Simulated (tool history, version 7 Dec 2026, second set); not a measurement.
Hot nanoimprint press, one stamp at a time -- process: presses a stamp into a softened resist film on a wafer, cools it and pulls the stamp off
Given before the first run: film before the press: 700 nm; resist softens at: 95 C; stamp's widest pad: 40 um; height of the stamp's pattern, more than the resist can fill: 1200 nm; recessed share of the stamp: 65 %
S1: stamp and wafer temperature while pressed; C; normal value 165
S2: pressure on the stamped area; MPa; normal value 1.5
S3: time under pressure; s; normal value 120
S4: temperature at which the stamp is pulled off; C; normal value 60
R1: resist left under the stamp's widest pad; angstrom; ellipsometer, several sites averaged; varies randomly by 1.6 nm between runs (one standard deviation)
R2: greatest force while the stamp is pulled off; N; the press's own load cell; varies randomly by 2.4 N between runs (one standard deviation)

run     day   S1    S2   S3  S4    R1   R2
  1       0  165   1.5  120  60  2528  209
  2   1.233  165   1.5  120  60  2509  212
  3   2.367  165   1.5  120  60  2499  211
  4   3.296  165   1.5  120  60  2496  212
  5   4.004  165   1.5  120  60  2537  209
  6   5.454  165   1.5  120  60  2527  212
  7   6.475  165   1.5  120  58  2517  219
  8   7.238  165   1.5   84  58  2893  218
  9   8.571  165   1.5   84  58  2920  228
 10   9.408  165   1.5  120  60  2533  219
 11  10.883  165   1.5  120  60  2542  214
 12  11.725  165   1.5  178  60  2162  209
 13  13.462  165   1.5  178  60  2158  211
 14  14.646  165   1.5  120  60  2511  208
 15  15.508  165   1.5  120  52  2547  251
 16  16.246  165  0.97  159  52  2805  250
 17  17.825  165  0.97  159  52  2798  251
 18  19.221  165  1.13  210  52  2337  250
 19  20.354  169  1.33  120  57  2174  224
 20  21.933  173  1.43  232  49  1256  263
 21  23.358  173  1.43  232  49  1262  263
 22   24.55  173  1.43  232  49  1257  267
 23   25.95  165   1.5   75  45  3036  280
 24  27.246  165   1.5  154  45  2299  286
 25  27.967  165   1.5  154  45  2294  282
 26  29.679  163   1.3   75  56  3602  233
 27  31.067  163   1.3   75  56  3608  233
 28  32.788  166  1.52  120  61  2375  206
 29   33.75  166  1.52  120  61  2381  209

Taken out of this log: 3 entries between the listed runs. Where each belongs, and how the hidden state differs across it:
After run 1, before run 2: stamp cleaned and given a new release coat (day 0.767)
  grip of the stamp's worn release coat, % over a new coat's: 0.2 -> 0
After run 12, before run 13: stamp cleaned and given a new release coat (day 13.108)
  grip of the stamp's worn release coat, % over a new coat's: 0.2 -> 0
After run 22, before run 23: stamp cleaned and given a new release coat (day 25.525)
  true temperature over the reading, C: -0.01 -> -0.02; grip of the stamp's worn release coat, % over a new coat's: 0.2 -> 0
